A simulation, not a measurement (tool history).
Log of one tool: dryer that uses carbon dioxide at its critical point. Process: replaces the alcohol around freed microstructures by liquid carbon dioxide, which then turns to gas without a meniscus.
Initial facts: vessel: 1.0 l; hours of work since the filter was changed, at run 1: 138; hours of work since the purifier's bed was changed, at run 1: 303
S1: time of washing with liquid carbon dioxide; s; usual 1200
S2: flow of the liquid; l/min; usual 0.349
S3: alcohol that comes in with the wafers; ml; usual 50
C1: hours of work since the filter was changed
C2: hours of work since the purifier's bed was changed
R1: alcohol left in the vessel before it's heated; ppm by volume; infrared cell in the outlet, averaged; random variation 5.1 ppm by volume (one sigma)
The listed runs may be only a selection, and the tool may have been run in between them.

run 1 hour=0 | S1=1200 S2=0.349 S3=50 | C1=138 C2=303 | R1=146
run 2 hour=26.4 | S1=1200 S2=0.349 S3=50 | C1=151 C2=316 | R1=162
run 3 hour=58.9 | S1=1200 S2=0.349 S3=50 | C1=167 C2=332 | R1=179
run 4 hour=107.2 | S1=1200 S2=0.349 S3=50 | C1=190 C2=355 | R1=184
run 5 hour=128.8 | S1=1200 S2=0.349 S3=50 | C1=201 C2=365 | R1=201
run 6 hour=160.8 | S1=1200 S2=0.349 S3=117 | C1=216 C2=381 | R1=420
-- hour=173.1 inlet filter changed
run 7 hour=211.5 | S1=1200 S2=0.349 S3=117 | C1=19 C2=405 | R1=189
run 8 hour=264.2 | S1=1200 S2=0.349 S3=117 | C1=44 C2=430 | R1=212
run 9 hour=316.5 | S1=1200 S2=0.349 S3=58 | C1=69 C2=456 | R1=148
run 10 hour=338.7 | S1=1200 S2=0.349 S3=50 | C1=80 C2=467 | R1=143
run 11 hour=365.3 | S1=1200 S2=0.349 S3=50 | C1=93 C2=479 | R1=160
run 12 hour=409.9 | S1=1200 S2=0.349 S3=99 | C1=115 C2=501 | R1=263
run 13 hour=454.5 | S1=1200 S2=0.349 S3=99 | C1=136 C2=523 | R1=277
run 14 hour=496.3 | S1=1200 S2=0.349 S3=99 | C1=157 C2=543 | R1=308
run 15 hour=548.1 | S1=1200 S2=0.349 S3=99 | C1=182 C2=568 | R1=344
run 16 hour=583.5 | S1=1200 S2=0.349 S3=21 | C1=199 C2=585 | R1=146
run 17 hour=604.9 | S1=1200 S2=0.349 S3=21 | C1=209 C2=595 | R1=150
-- hour=629.2 inlet filter changed
run 18 hour=645 | S1=840 S2=0.296 S3=83 | C1=8 C2=614 | R1=1579
run 19 hour=693.7 | S1=1200 S2=0.55 S3=50 | C1=31 C2=638 | R1=88
run 20 hour=735.8 | S1=1200 S2=0.475 S3=87 | C1=52 C2=658 | R1=109
run 21 hour=788.2 | S1=1200 S2=0.475 S3=87 | C1=77 C2=684 | R1=117
run 22 hour=835.7 | S1=1380 S2=0.291 S3=21 | C1=100 C2=707 | R1=146
run 23 hour=874.3 | S1=720 S2=0.291 S3=72 | C1=119 C2=725 | R1=3198
run 24 hour=906.9 | S1=1020 S2=0.349 S3=50 | C1=134 C2=741 | R1=364
run 25 hour=949.8 | S1=840 S2=0.349 S3=102 | C1=155 C2=762 | R1=1549
run 26 hour=994 | S1=840 S2=0.349 S3=102 | C1=177 C2=783 | R1=1625
run 27 hour=1032.8 | S1=1740 S2=0.346 S3=50 | C1=195 C2=802 | R1=120
run 28 hour=1076.6 | S1=1080 S2=0.237 S3=54 | C1=217 C2=823 | R1=1623
-- hour=1085.4 inlet filter changed
run 29 hour=1122.7 | S1=1080 S2=0.237 S3=54 | C1=18 C2=845 | R1=992
run 30 hour=1147 | S1=1080 S2=0.237 S3=54 | C1=30 C2=857 | R1=1050
run 31 hour=1196.8 | S1=1200 S2=0.349 S3=26 | C1=54 C2=881 | R1=161
run 32 hour=1226.1 | S1=1200 S2=0.349 S3=26 | C1=68 C2=895 | R1=171
run 33 hour=1269 | S1=1200 S2=0.468 S3=36 | C1=89 C2=916 | R1=137

Each row is a separate what-if for the run after 33, all from the same tool condition, not one after another. Results?
run A hour=1303.4 | S1=1380 S2=0.468 S3=36 | C1=106 C2=933 | R1=?
run B hour=1303.4 | S1=1200 S2=0.349 S3=85 | C1=106 C2=933 | R1=?
run C hour=1303.4 | S1=960 S2=0.318 S3=97 | C1=106 C2=933 | R1=?

run=A R1=131
run=B R1=289
run=C R1=1120
With the hidden condition removed and each run's random variation left untouched, the same runs would have given:
run=A R1=3
run=B R1=95
run=C R1=650
